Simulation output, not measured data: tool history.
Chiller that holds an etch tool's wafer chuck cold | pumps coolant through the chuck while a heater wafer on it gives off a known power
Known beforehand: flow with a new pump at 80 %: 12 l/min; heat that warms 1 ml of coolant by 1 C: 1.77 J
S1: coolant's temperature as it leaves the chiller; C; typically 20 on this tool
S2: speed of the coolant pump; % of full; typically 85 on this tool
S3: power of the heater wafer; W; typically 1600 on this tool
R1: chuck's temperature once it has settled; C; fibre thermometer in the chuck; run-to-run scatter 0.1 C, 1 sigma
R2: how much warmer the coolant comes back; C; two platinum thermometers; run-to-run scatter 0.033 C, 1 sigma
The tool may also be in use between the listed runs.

Run 1, day 0: usual settings. Result: R1 35.7 C, R2 4.25 C.
Run 2, day 1.912: usual settings but S1 22 C. Result: R1 37.8 C, R2 4.3 C.
Run 3, day 3.979: usual settings but S1 22 C. Result: R1 37.5 C, R2 4.27 C.
Run 4, day 6.158: usual settings but S2 75 % of full. Result: R1 36.9 C, R2 4.83 C.
Run 5, day 7.304: usual settings but S2 75 % of full. Result: R1 36.9 C, R2 4.85 C.
Run 6, day 9.196: usual settings but S2 75 % of full. Result: R1 36.8 C, R2 4.96 C.
At day 10.2: coolant changed, channels flushed.
Run 7, day 11.704: usual settings but S3 1581 W. Result: R1 35.5 C, R2 4.3 C.
Run 8, day 13.388: usual settings but S3 1581 W. Result: R1 35.7 C, R2 4.28 C.
Run 9, day 15.408: usual settings. Result: R1 35.7 C, R2 4.31 C.
Run 10, day 16.733: usual settings but S1 11 C. Result: R1 26.8 C, R2 4.37 C.
Run 11, day 17.721: usual settings but S1 11 C. Result: R1 26.9 C, R2 4.33 C.
Run 12, day 19.042: usual settings but S1 22 C. Result: R1 37.7 C, R2 4.36 C.
Run 13, day 21.192: usual settings but S1 16 C, S2 74 % of full, S3 1828 W. Result: R1 35.7 C, R2 5.63 C.
Run 14, day 22.142: usual settings but S1 10 C, S2 72 % of full, S3 1566 W. Result: R1 26.9 C, R2 5.04 C.
Run 15, day 23.467: usual settings but S1 12 C, S2 96 % of full, S3 982 W. Result: R1 20.9 C, R2 2.4 C.
Run 16, day 25.046: usual settings but S1 24 C, S2 78 % of full, S3 1119 W. Result: R1 35.5 C, R2 3.39 C.
Run 17, day 26.521: usual settings but S2 71 % of full, S3 1050 W. Result: R1 31.4 C, R2 3.54 C.
Run 18, day 28.071: usual settings but S1 21 C, S2 73 % of full, S3 1876 W. Result: R1 41 C, R2 5.94 C.
Run 19, day 29.762: usual settings but S1 21 C, S2 73 % of full, S3 1876 W. Result: R1 40.9 C, R2 5.93 C.
Run 20, day 31.642: usual settings but S3 814 W. Result: R1 27.9 C, R2 2.36 C.
Run 21, day 32.871: usual settings but S1 24 C, S2 86 % of full, S3 2275 W. Result: R1 46.2 C, R2 6.09 C.
Run 22, day 34.742: usual settings but S2 72 % of full, S3 2024 W. Result: R1 41.9 C, R2 6.59 C.
Run 23, day 36.475: usual settings but S1 29 C, S2 97 % of full. Result: R1 43.7 C, R2 3.93 C.
At day 36.804: chiller's thermometer calibrated.
Run 24, day 38.658: usual settings but S1 10 C, S2 64 % of full, S3 2177 W. Result: R1 35 C, R2 7.96 C.

3 ways to go on from here, each from the tool as it stands after run 24. What would each give?
Run A, day 39.596: usual settings but S1 23 C, S2 62 % of full, S3 2027 W. Result: R1 ?, R2 ?.
Run B, day 39.596: usual settings but S1 12 C, S2 89 % of full, S3 1223 W. Result: R1 ?, R2 ?.
Run C, day 39.596: usual settings but S1 10 C, S2 99 % of full, S3 2135 W. Result: R1 ?, R2 ?.

run    R1    R2
  A  46.8  7.65
  B  23.6  3.25
  C  29.4  5.09
Without the tool's unlogged condition, the same runs would have read:
run    R1    R2
  A  46.8  7.43
  B  23.6  3.03
  C  29.4  4.87
